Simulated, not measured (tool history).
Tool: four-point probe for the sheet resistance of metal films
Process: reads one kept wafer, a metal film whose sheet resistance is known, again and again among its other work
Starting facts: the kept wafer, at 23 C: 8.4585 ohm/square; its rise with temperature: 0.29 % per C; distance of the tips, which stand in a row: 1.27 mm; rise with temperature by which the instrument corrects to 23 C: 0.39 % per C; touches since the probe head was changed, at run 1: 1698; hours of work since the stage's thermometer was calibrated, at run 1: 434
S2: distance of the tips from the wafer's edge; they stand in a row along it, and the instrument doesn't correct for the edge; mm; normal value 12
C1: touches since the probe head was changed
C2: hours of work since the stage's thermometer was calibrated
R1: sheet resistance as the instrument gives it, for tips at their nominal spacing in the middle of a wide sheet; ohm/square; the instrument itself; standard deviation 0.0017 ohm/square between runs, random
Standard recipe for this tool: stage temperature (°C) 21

run 1 day=0.000 | stage_temperature_(°C)=21 S2=12 | C1=1698 C2=434 | R1=8.461235
run 2 day=2.867 | stage_temperature_(°C)=30 S2=12 | C1=6012 C2=489 | R1=8.389890
run 3 day=5.954 | stage_temperature_(°C)=31 S2=12 | C1=10654 C2=548 | R1=8.380357
run 4 day=10.817 | stage_temperature_(°C)=21 S2=12 | C1=17964 C2=641 | R1=8.448612
run 5 day=14.700 | stage_temperature_(°C)=34 S2=12 | C1=23807 C2=715 | R1=8.347744
run 6 day=17.367 | stage_temperature_(°C)=34 S2=12 | C1=27815 C2=766 | R1=8.344960
run 7 day=20.617 | stage_temperature_(°C)=21 S2=12 | C1=32702 C2=828 | R1=8.438344
run 8 day=23.329 | stage_temperature_(°C)=21 S2=12 | C1=36781 C2=880 | R1=8.438737
run 9 day=26.550 | stage_temperature_(°C)=21 S2=12 | C1=41624 C2=942 | R1=8.435490
run 10 day=30.567 | stage_temperature_(°C)=21 S2=12 | C1=47664 C2=1018 | R1=8.429347
run 11 day=35.358 | stage_temperature_(°C)=21 S2=12 | C1=54872 C2=1110 | R1=8.427666
run 12 day=38.496 | stage_temperature_(°C)=21 S2=12 | C1=59592 C2=1170 | R1=8.421863
run 13 day=41.812 | stage_temperature_(°C)=28 S2=12 | C1=64576 C2=1233 | R1=8.369960
run 14 day=44.650 | stage_temperature_(°C)=28 S2=12 | C1=68846 C2=1287 | R1=8.363643
-- day=48.062 stage's thermometer calibrated
run 15 day=49.396 | stage_temperature_(°C)=28 S2=12 | C1=75950 C2=25 | R1=8.367302
run 16 day=52.921 | stage_temperature_(°C)=34 S2=12 | C1=81251 C2=93 | R1=8.323006
run 17 day=58.025 | stage_temperature_(°C)=34 S2=12 | C1=88930 C2=190 | R1=8.321090
run 18 day=61.833 | stage_temperature_(°C)=34 S2=12 | C1=94656 C2=263 | R1=8.312769
run 19 day=66.188 | stage_temperature_(°C)=34 S2=12 | C1=101205 C2=346 | R1=8.311765
run 20 day=70.971 | stage_temperature_(°C)=34 S2=12 | C1=108399 C2=438 | R1=8.307810
run 21 day=73.508 | stage_temperature_(°C)=28 S2=12 | C1=112215 C2=486 | R1=8.343181
run 22 day=76.771 | stage_temperature_(°C)=28 S2=12 | C1=117123 C2=548 | R1=8.343312
run 23 day=80.508 | stage_temperature_(°C)=21 S2=9 | C1=122738 C2=620 | R1=8.433943
run 24 day=84.754 | stage_temperature_(°C)=28 S2=9 | C1=129127 C2=701 | R1=8.375896
run 25 day=89.508 | stage_temperature_(°C)=28 S2=9 | C1=136276 C2=792 | R1=8.370110
run 26 day=93.712 | stage_temperature_(°C)=30 S2=22 | C1=142599 C2=872 | R1=8.276936
run 27 day=98.262 | stage_temperature_(°C)=24 S2=21 | C1=149439 C2=959 | R1=8.318520
run 28 day=100.458 | stage_temperature_(°C)=30 S2=27 | C1=152743 C2=1001 | R1=8.264872
run 29 day=102.742 | stage_temperature_(°C)=30 S2=27 | C1=156176 C2=1044 | R1=8.260122
run 30 day=105.529 | stage_temperature_(°C)=30 S2=27 | C1=160366 C2=1098 | R1=8.261522
run 31 day=108.038 | stage_temperature_(°C)=24 S2=6 | C1=164138 C2=1146 | R1=8.489828
run 32 day=110.592 | stage_temperature_(°C)=24 S2=6 | C1=167983 C2=1194 | R1=8.488230
run 33 day=114.521 | stage_temperature_(°C)=21 S2=21 | C1=173892 C2=1270 | R1=8.324177
run 34 day=117.892 | stage_temperature_(°C)=21 S2=21 | C1=178963 C2=1334 | R1=8.323556
-- day=118.783 stage's thermometer calibrated
run 35 day=122.004 | stage_temperature_(°C)=20 S2=12 | C1=185113 C2=62 | R1=8.374229
run 36 day=125.425 | stage_temperature_(°C)=33 S2=9 | C1=190255 C2=127 | R1=8.309044
run 37 day=127.958 | stage_temperature_(°C)=20 S2=19 | C1=194066 C2=175 | R1=8.338683
run 38 day=132.808 | stage_temperature_(°C)=28 S2=45 | C1=201361 C2=268 | R1=8.256381
run 39 day=136.571 | stage_temperature_(°C)=28 S2=45 | C1=207018 C2=340 | R1=8.252349
run 40 day=141.454 | stage_temperature_(°C)=23 S2=21 | C1=214362 C2=433 | R1=8.298297
run 41 day=145.092 | stage_temperature_(°C)=26 S2=5 | C1=219835 C2=503 | R1=8.534694
run 42 day=147.404 | stage_temperature_(°C)=24 S2=8 | C1=223311 C2=547 | R1=8.381043
run 43 day=150.712 | stage_temperature_(°C)=22 S2=3 | C1=228290 C2=610 | R1=9.003957
run 44 day=154.888 | stage_temperature_(°C)=22 S2=20 | C1=234565 C2=690 | R1=8.294892

Had the tool no unlogged condition, and each run kept its random variation, what would the results have been?
The hidden state here: inner tips' distance over the nominal, %; tips' flats over new ones', %; wafer's true temperature over the reading, C; drift of the gauge itself on sheet_ohm, %.
run=1 R1=8.524729
run=2 R1=8.455666
run=3 R1=8.449226
run=4 R1=8.522837
run=5 R1=8.424521
run=6 R1=8.424280
run=7 R1=8.521870
run=8 R1=8.524919
run=9 R1=8.524997
run=10 R1=8.522779
run=11 R1=8.526040
run=12 R1=8.523436
run=13 R1=8.473964
run=14 R1=8.470395
run=15 R1=8.468390
run=16 R1=8.427018
run=17 R1=8.430136
run=18 R1=8.425166
run=19 R1=8.428226
run=20 R1=8.429168
run=21 R1=8.467633
run=22 R1=8.471016
run=23 R1=8.566612
run=24 R1=8.511777
run=25 R1=8.510571
run=26 R1=8.419804
run=27 R1=8.466851
run=28 R1=8.414063
run=29 R1=8.411488
run=30 R1=8.415943
run=31 R1=8.650806
run=32 R1=8.651565
run=33 R1=8.488543
run=34 R1=8.491044
run=35 R1=8.533300
run=36 R1=8.470166
run=37 R1=8.503166
run=38 R1=8.423756
run=39 R1=8.423257
run=40 R1=8.474954
run=41 R1=8.719428
run=42 R1=8.564765
run=43 R1=9.203695
run=44 R1=8.484354
